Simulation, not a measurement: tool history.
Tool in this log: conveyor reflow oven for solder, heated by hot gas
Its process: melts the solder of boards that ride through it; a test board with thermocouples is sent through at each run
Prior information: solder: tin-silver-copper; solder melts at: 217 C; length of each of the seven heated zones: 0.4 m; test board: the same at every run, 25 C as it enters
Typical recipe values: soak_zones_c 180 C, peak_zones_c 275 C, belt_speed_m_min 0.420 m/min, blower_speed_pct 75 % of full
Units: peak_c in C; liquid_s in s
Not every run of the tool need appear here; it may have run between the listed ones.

run     day  soak_zones_c  peak_zones_c  belt_speed_m_min  blower_speed_pct  peak_c  liquid_s
  1   0.000           180           275             0.420                75   261.4      97.4
  2   0.696           180           275             0.420                75   261.4      97.4
  3   1.296           180           275             0.420                71   260.3      96.8
  4   1.771           180           275             0.362                75   265.2     117.3
  5   2.421           180           275             0.420                75   261.4      97.4
  6   3.358           180           275             0.420                75   261.4      97.6
  7   4.121           180           275             0.420                75   261.5      97.5
  8   5.017           180           275             0.420                75   261.5      97.3
  9   5.762           180           275             0.420                75   261.4      97.4
      6.054  -- flux residue cleaned out of gas plates and filters
 10   6.558           180           275             0.420                75   261.6      97.5
 11   7.225           180           275             0.420                75   261.5      97.7
 12   8.079           180           275             0.459                75   258.6      86.6
 13   9.088           180           275             0.420                64   258.1      94.0
 14  10.075           180           275             0.420                64   258.1      94.1
 15  10.642           173           275             0.420                75   260.4      93.3
 16  11.150           175           273             0.420                75   259.1      93.0
 17  11.796           191           281             0.488                53   255.1      81.5
 18  12.458           191           281             0.488                53   255.3      81.7
 19  13.117           180           277             0.420                75   263.3      98.9
 20  13.708           170           269             0.420                73   254.3      85.8
 21  14.638           194           269             0.420                89   260.9     106.4
 22  15.225           194           269             0.420                89   260.8     106.3
 23  15.858           194           288             0.397                89   279.5     122.1
 24  16.525           194           273             0.397                89   265.3     115.0
 25  17.512           183           287             0.487                63   263.0      84.8
 26  18.058           183           286             0.408                51   263.8     102.3
 27  18.762           183           286             0.408                51   263.5     102.1
 28  19.446           183           286             0.408                51   263.6     102.2
 29  20.117           183           286             0.408                51   263.6     102.2
 30  20.888           180           275             0.480                75   257.4      81.4

Each row is a separate what-if for the run after 30, all from the same tool condition, not one after another. Results?
  A  21.367           180           270             0.394                73       ?         ?
  B  21.367           180           272             0.480                89       ?         ?
  C  21.367           180           276             0.415                88       ?         ?
  D  21.367           180           269             0.480                62       ?         ?

run  peak_c  liquid_s
  A   258.5     101.8
  B   258.5      83.3
  C   265.8     102.6
  D   247.7      70.7
Without the tool's unlogged condition, the same runs would have read:
run  peak_c  liquid_s
  A   258.5     101.8
  B   258.5      83.3
  C   265.8     102.5
  D   247.7      70.7
